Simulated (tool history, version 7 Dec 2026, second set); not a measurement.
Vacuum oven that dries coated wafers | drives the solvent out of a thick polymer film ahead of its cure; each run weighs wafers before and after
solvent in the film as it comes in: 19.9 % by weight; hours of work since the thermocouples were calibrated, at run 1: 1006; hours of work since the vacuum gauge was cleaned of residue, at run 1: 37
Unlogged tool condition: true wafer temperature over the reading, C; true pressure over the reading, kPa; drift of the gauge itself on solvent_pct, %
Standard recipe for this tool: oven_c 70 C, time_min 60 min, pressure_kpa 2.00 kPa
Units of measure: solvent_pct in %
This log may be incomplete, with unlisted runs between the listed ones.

run   hour  oven_c  time_min  pressure_kpa  hours of work since the thermocouples were calibrated  hours of work since the vacuum gauge was cleaned of residue  solvent_pct
  1    0.0      70        60          2.00                                                   1006                                                           37         3.08
  2    8.5      70        60          2.00                                                   1009                                                           41         3.05
  3   24.4      70        60          2.00                                                   1016                                                           47         3.12
  4   37.3      70        60          2.00                                                   1021                                                           52         3.03
  5   49.8      70        60          2.00                                                   1026                                                           57         3.04
  6   58.1      70        60          2.00                                                   1030                                                           61         3.20
  7   68.7      70        60          2.00                                                   1034                                                           65         3.23
  8   80.0      70        60          1.46                                                   1038                                                           70         2.51
  9   89.1      70        60          7.76                                                   1042                                                           73        10.08
 10  103.3      70        60          2.00                                                   1048                                                           79         3.13
 11  112.4      70        60          2.00                                                   1052                                                           83         3.13
 12  120.5      70        60          2.00                                                   1055                                                           86         3.19
 13  131.5      70        60          2.00                                                   1059                                                           91         3.10
 14  139.6      70        60          2.00                                                   1063                                                           94         3.06
 15  150.0      70        60          2.00                                                   1067                                                           98         3.14
 16  164.2      56        60          2.00                                                   1073                                                          104         8.12
 17  171.5      56        60          2.00                                                   1076                                                          107         8.14
 18  179.5      75        42          1.07                                                   1079                                                          110         1.91
 19  191.7      75        42          1.07                                                   1084                                                          115         1.89
 20  203.4      56        60          6.91                                                   1089                                                          120        16.95
 21  219.1      55        64          6.91                                                   1095                                                          126        17.49
 22  230.1      55        64          6.91                                                   1100                                                          131        17.79
 23  238.9      67        60          2.00                                                   1103                                                          134         3.78
 24  252.9      67        60          2.00                                                   1109                                                          140         3.97
 25  270.4      64        31          2.00                                                   1116                                                          147         7.78
 26  282.9      68        99          7.73                                                   1121                                                          152        10.35
 27  300.5      81        44          1.85                                                   1128                                                          160         1.67
 28  311.1      81        44          1.85                                                   1133                                                          164         1.65
 29  327.2      70        52          1.04                                                   1139                                                          170         2.23
 30  339.4      56        37          2.23                                                   1144                                                          175        10.77
 31  347.8      64        94          2.23                                                   1148                                                          179         4.06

Below are 4 alternative next runs, each starting from the tool's condition after run 31. Predict each:
  A  363.9      70        35          4.78                                                   1154                                                          185            ?
  B  363.9      75        90          3.97                                                   1154                                                          185            ?
  C  363.9      63       100          2.65                                                   1154                                                          185            ?
  D  363.9      67       105          2.51                                                   1154                                                          185            ?

run  solvent_pct
  A         7.86
  B         4.08
  C         5.00
  D         3.72
The same runs, with their run-to-run variation unchanged, on a tool lacking any hidden condition would have given:
run  solvent_pct
  A         7.84
  B         4.07
  C         4.99
  D         3.72
